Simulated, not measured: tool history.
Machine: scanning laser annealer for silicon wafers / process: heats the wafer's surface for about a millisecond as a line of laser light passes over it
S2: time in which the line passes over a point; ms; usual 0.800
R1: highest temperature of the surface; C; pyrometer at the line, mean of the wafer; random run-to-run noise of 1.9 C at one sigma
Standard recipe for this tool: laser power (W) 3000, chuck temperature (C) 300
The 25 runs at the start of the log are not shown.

{"run": 26, "hour": 312.2, "laser power (W)": 2645, "S2": 0.909, "chuck temperature (C)": 332, "R1": 1075}
{"run": 27, "hour": 323.3, "laser power (W)": 3087, "S2": 0.8, "chuck temperature (C)": 323, "R1": 1116}
{"run": 28, "hour": 339.6, "laser power (W)": 3087, "S2": 0.756, "chuck temperature (C)": 287, "R1": 1055}
{"run": 29, "hour": 346.5, "laser power (W)": 2731, "S2": 0.769, "chuck temperature (C)": 317, "R1": 1008}
{"run": 30, "hour": 362.5, "laser power (W)": 3000, "S2": 0.668, "chuck temperature (C)": 300, "R1": 995}
{"run": 31, "hour": 376.8, "laser power (W)": 3010, "S2": 0.668, "chuck temperature (C)": 313, "R1": 1009}
{"run": 32, "hour": 388.2, "laser power (W)": 3000, "S2": 0.795, "chuck temperature (C)": 294, "R1": 1061}
{"run": 33, "hour": 398.7, "laser power (W)": 2719, "S2": 0.985, "chuck temperature (C)": 334, "R1": 1128}
{"run": 34, "hour": 406.1, "laser power (W)": 2719, "S2": 0.985, "chuck temperature (C)": 334, "R1": 1127}
{"run": 35, "hour": 419.0, "laser power (W)": 2719, "S2": 0.985, "chuck temperature (C)": 334, "R1": 1127}
{"run": 36, "hour": 434.7, "laser power (W)": 2719, "S2": 0.985, "chuck temperature (C)": 334, "R1": 1130}
{"run": 37, "hour": 445.0, "laser power (W)": 3184, "S2": 0.677, "chuck temperature (C)": 331, "R1": 1064}
{"run": 38, "hour": 453.3, "laser power (W)": 3106, "S2": 0.8, "chuck temperature (C)": 316, "R1": 1110}
{"run": 39, "hour": 469.1, "laser power (W)": 3000, "S2": 0.794, "chuck temperature (C)": 300, "R1": 1061}
{"run": 40, "hour": 478.6, "laser power (W)": 2940, "S2": 0.969, "chuck temperature (C)": 319, "R1": 1162}
{"run": 41, "hour": 495.2, "laser power (W)": 2940, "S2": 0.969, "chuck temperature (C)": 319, "R1": 1162}

Below are 4 alternative next runs, each starting from the tool's condition after run 41. Predict each:
{"run": "A", "hour": 510.5, "laser power (W)": 2617, "S2": 0.8, "chuck temperature (C)": 300, "R1": "?"}
{"run": "B", "hour": 510.5, "laser power (W)": 3050, "S2": 0.881, "chuck temperature (C)": 319, "R1": "?"}
{"run": "C", "hour": 510.5, "laser power (W)": 3137, "S2": 0.919, "chuck temperature (C)": 270, "R1": "?"}
{"run": "D", "hour": 510.5, "laser power (W)": 3000, "S2": 0.969, "chuck temperature (C)": 333, "R1": "?"}

run=A R1=976
run=B R1=1142
run=C R1=1134
run=D R1=1190
With no hidden state in the tool, these same runs would have given:
run=A R1=1016
run=B R1=1191
run=C R1=1186
run=D R1=1241
